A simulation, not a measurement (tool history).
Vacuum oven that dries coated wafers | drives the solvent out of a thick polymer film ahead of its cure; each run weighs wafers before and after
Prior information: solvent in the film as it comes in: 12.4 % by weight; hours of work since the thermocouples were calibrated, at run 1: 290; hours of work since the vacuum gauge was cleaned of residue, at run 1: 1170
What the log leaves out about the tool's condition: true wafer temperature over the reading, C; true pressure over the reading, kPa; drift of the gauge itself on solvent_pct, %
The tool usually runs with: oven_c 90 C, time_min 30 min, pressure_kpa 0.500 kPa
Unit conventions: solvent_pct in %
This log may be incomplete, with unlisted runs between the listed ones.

run	hour	oven_c	time_min	pressure_kpa	hours of work since the thermocouples were calibrated	hours of work since the vacuum gauge was cleaned of residue	solvent_pct
1	0.0	90	30	0.500	290	1170	1.55
2	98.9	90	30	0.500	368	1247	1.56
3	144.8	90	30	0.500	404	1284	1.58
4	224.1	90	30	0.500	467	1346	1.56
5	292.7	90	30	0.606	521	1400	1.68
6	342.8	90	30	0.606	560	1439	1.65
7	435.5	90	30	0.500	633	1512	1.56
8	522.2	90	30	0.500	701	1581	1.59
9	606.1	90	30	0.500	767	1647	1.58
10	667.9	90	31	0.500	816	1695	1.52
11	757.0	90	31	0.500	886	1765	1.53
12	813.0	90	31	0.500	930	1810	1.51
13	897.5	90	31	0.939	997	1876	1.91
14	954.7	90	31	0.939	1042	1921	1.87
# hour 962.7: vacuum gauge cleaned of residue and calibrated
15	1013.1	90	31	0.939	1087	40	2.10
16	1073.3	90	30	0.343	1134	87	1.60
17	1142.9	90	30	0.343	1189	142	1.59
# hour 1176.3: vacuum gauge cleaned of residue and calibrated, once more
18	1203.3	90	30	0.343	1235	21	1.11
19	1297.5	90	49	0.958	1309	95	1.07
20	1355.3	81	20	1.350	1355	141	5.11
21	1435.9	82	30	1.711	1418	204	4.01
22	1484.1	90	30	0.490	1456	242	1.24
23	1567.1	90	30	0.490	1521	308	1.23
# hour 1581.9: oven's thermocouples calibrated
24	1659.2	77	30	0.959	61	379	4.72
25	1759.0	97	45	1.876	139	457	1.52
26	1812.8	97	27	0.705	182	499	0.92
27	1896.0	97	27	0.705	247	565	0.96
28	1980.1	90	28	0.705	313	631	1.77
29	2058.1	90	28	0.705	375	692	1.75
30	2145.9	94	27	0.500	444	762	1.07
31	2247.4	90	22	0.611	524	842	2.26
32	2295.9	90	22	0.611	562	880	2.28
33	2374.3	90	22	0.611	624	941	2.27
34	2441.7	90	22	0.611	677	994	2.26
35	2525.2	90	30	0.500	742	1060	1.39

Branching from run 35: 3 alternative next runs. What would each branch give?
A	2591.6	90	52	1.496	795	1112	?
B	2591.6	101	53	0.358	795	1112	?
C	2591.6	104	37	0.500	795	1112	?

run	solvent_pct
A	1.74
B	0.35
C	0.41
The same runs, with their run-to-run variation unchanged, on a tool lacking any hidden condition would have given:
run	solvent_pct
A	1.69
B	0.25
C	0.32

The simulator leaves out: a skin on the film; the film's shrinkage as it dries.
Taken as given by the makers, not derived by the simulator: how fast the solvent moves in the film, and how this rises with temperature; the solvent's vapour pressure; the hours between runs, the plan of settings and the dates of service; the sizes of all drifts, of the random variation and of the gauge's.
